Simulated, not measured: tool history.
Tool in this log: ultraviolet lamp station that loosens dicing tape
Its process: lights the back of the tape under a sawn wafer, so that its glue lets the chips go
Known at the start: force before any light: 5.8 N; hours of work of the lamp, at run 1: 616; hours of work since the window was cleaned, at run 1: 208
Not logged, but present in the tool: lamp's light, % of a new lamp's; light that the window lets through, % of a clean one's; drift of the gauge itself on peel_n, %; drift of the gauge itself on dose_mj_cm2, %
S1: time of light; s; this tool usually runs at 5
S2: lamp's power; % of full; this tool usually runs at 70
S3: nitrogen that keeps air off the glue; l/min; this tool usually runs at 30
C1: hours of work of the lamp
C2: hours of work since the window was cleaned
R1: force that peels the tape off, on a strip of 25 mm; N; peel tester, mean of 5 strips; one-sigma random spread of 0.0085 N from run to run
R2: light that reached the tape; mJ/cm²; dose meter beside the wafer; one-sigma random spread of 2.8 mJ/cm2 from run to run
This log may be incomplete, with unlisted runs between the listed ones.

run     day  S1   S2  S3    C1   C2     R1   R2
  1   0.000   5   70  30   616  208  0.518  312
  2   0.833   5   70  46   629  221  0.439  301
  3   2.496   2   70  30   655  246  2.094  121
  4   3.488   2   70  30   670  262  2.161  121
  5   5.304   2   70  30   698  290  2.059  115
  6   6.492   2   70  30   717  308  2.068  119
  7   8.146   5   70  54   742  334  0.454  294
  8   9.542   5   70  17   764  356  0.780  286
  9  11.412   5   70  17   793  384  0.780  287
 10  12.296   5   70  17   807  398  0.795  286
 11  13.708   5   70  17   828  420  0.785  281
 12  15.283   5   70  17   853  444  0.787  279
 13  16.346   5   70  17   869  461  0.827  276
 14  17.925   5   70  17   894  485  0.831  274
     19.012  -- window cleaned of glue's vapour
 15  19.367   3   69  20   916    5  1.684  153
 16  20.483   8   62  13   933   23  0.553  381
 17  22.225   8   62  13   960   50  0.556  369
 18  24.004   5   91  10   988   77  0.742  338
     25.400  -- window cleaned of glue's vapour, once more
 19  25.688   5   66  21  1013    4  0.774  280
 20  27.550   5   66  21  1042   33  0.789  273
 21  28.896   5   66  21  1063   54  0.781  270
 22  30.358   5   96  27  1086   77  0.343  387
 23  31.558   5   74  30  1104   95  0.568  301
     32.083  -- lamp changed
 24  33.229   5   74  30    18  121  0.341  392
 25  35.246   5  100  21    49  152  0.243  523
 26  36.588   5  100  21    70  173  0.244  518
 27  38.554   8   70  17   100  203  0.225  574
 28  40.342   3   86  55   128  231  0.578  264

Forecast each of these 3 alternatives for the next run:
  A  41.850   5  95  17  151  254   ?   ?
  B  41.850   3  86  32  151  254   ?   ?
  C  41.850   3  86  42  151  254   ?   ?

run     R1   R2
  A  0.298  474
  B  0.695  254
  C  0.646  261
Without the tool's unlogged condition, the same runs would have read:
run     R1   R2
  A  0.257  520
  B  0.587  279
  C  0.545  286
